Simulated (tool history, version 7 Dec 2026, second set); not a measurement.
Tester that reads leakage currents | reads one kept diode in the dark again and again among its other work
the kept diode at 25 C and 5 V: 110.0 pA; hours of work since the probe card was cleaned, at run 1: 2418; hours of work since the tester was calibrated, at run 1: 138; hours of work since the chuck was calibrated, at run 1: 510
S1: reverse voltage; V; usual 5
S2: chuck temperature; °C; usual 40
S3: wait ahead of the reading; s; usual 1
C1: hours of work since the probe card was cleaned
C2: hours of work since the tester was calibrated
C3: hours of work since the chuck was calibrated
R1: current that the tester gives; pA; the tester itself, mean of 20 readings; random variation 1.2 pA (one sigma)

run,hour,S1,S2,S3,C1,C2,C3,R1
1,0,5,40,1,2418,138,510,452.32
2,45.4,5,25,1,2447,168,539,128.96
3,98.8,5,25,1,2481,202,573,130.71
4,141.9,5,40,1,2509,229,600,461.3
5,171.3,5,40,1,2528,248,619,462.51
6,200.2,5,40,1,2546,267,638,466
7,254.9,5,23,1,2581,302,673,112.22
8,285.6,2.21,40,1,2601,321,693,299.76
# hour 290.2: chuck's temperature calibrated
9,334.4,2.21,40,1,2631,351,28,263.32
10,386.9,5.76,22,8.15,2665,385,62,98.13
11,433.9,5.76,22,8.15,2695,415,92,98.19
12,483.3,5.76,22,0.69,2727,447,124,101.81
13,524,5.76,44,0.68,2753,473,150,634.66
14,563.2,5.76,44,0.68,2778,498,175,638.68
15,589.1,5.76,44,0.68,2794,515,192,640.7
16,648.5,3.45,32,3.13,2832,553,230,180.77
17,698.9,1.86,26,0.35,2865,585,262,78.01

5 ways to go on from here, each from the tool as it stands after run 17. What would each give?
A,736.6,1.86,42,0.38,2889,609,286,?
B,736.6,1.32,26,0.35,2889,609,286,?
C,736.6,5,40,2.87,2889,609,286,?
D,736.6,5,39,1,2889,609,286,?
E,736.6,5.56,49,2.74,2889,609,286,?

run,R1
A,297.72
B,64.45
C,438.38
D,405.27
E,945.53
Without the tool's hidden state the same runs would have given:
run,R1
A,277.05
B,58.74
C,405.33
D,374.25
E,882.38

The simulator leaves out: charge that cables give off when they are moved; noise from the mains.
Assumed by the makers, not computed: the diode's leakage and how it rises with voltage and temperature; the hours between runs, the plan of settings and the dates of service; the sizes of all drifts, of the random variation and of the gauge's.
